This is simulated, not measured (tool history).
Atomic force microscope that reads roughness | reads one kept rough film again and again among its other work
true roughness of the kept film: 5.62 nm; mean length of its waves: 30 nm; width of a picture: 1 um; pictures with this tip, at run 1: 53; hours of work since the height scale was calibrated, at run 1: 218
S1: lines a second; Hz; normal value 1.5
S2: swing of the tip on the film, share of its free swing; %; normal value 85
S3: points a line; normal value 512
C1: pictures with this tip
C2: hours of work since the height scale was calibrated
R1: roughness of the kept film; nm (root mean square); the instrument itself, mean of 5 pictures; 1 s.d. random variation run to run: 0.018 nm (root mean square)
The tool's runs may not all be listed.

{"run": 1, "hour": 0.0, "S1": 1.5, "S2": 85, "S3": 512, "C1": 53, "C2": 218, "R1": 4.178}
{"hour": 29.2, "done": "new tip fitted"}
{"run": 2, "hour": 76.2, "S1": 1.5, "S2": 85, "S3": 512, "C1": 89, "C2": 271, "R1": 4.021}
{"hour": 91.0, "done": "new tip fitted"}
{"run": 3, "hour": 142.7, "S1": 1.5, "S2": 85, "S3": 512, "C1": 98, "C2": 317, "R1": 4.04}
{"hour": 150.8, "done": "new tip fitted"}
{"hour": 207.4, "done": "new tip fitted"}
{"run": 4, "hour": 219.1, "S1": 1.5, "S2": 85, "S3": 512, "C1": 22, "C2": 369, "R1": 4.361}
{"hour": 265.1, "done": "new tip fitted"}
{"run": 5, "hour": 292.7, "S1": 1.5, "S2": 85, "S3": 736, "C1": 52, "C2": 420, "R1": 4.211}
{"hour": 321.4, "done": "new tip fitted"}
{"run": 6, "hour": 350.4, "S1": 1.5, "S2": 85, "S3": 366, "C1": 55, "C2": 460, "R1": 4.166}
{"hour": 378.4, "done": "new tip fitted"}
{"run": 7, "hour": 426.7, "S1": 1.5, "S2": 85, "S3": 366, "C1": 92, "C2": 512, "R1": 4.013}
{"hour": 440.7, "done": "new tip fitted"}
{"run": 8, "hour": 484.6, "S1": 3.3, "S2": 85, "S3": 512, "C1": 84, "C2": 552, "R1": 3.618}
{"hour": 499.9, "done": "new tip fitted"}
{"run": 9, "hour": 539.1, "S1": 1.5, "S2": 85, "S3": 450, "C1": 74, "C2": 590, "R1": 4.112}
{"hour": 556.3, "done": "new tip fitted"}
{"run": 10, "hour": 579.3, "S1": 1.5, "S2": 79, "S3": 311, "C1": 44, "C2": 617, "R1": 4.367}
{"hour": 613.6, "done": "new tip fitted"}
{"run": 11, "hour": 628.0, "S1": 1.5, "S2": 79, "S3": 311, "C1": 27, "C2": 651, "R1": 4.404}
{"hour": 670.8, "done": "new tip fitted"}
{"run": 12, "hour": 700.4, "S1": 1.44, "S2": 59, "S3": 311, "C1": 57, "C2": 701, "R1": 4.461}
{"hour": 729.1, "done": "new tip fitted"}
{"run": 13, "hour": 763.6, "S1": 1.44, "S2": 63, "S3": 554, "C1": 66, "C2": 744, "R1": 4.431}
{"hour": 784.1, "done": "new tip fitted"}
{"run": 14, "hour": 810.3, "S1": 0.67, "S2": 66, "S3": 554, "C1": 49, "C2": 776, "R1": 4.6}

Run 15 comes next. What will it give?
{"hour": 839.8, "done": "new tip fitted"}
{"run": 15, "hour": 883.1, "S1": 0.67, "S2": 66, "S3": 554, "C1": 83, "C2": 827, "R1": "?"}

{"run 15": {"R1": 4.369}}
Minus the tool's unlogged condition, the same run would have read R1 4.86 nm (root mean square).
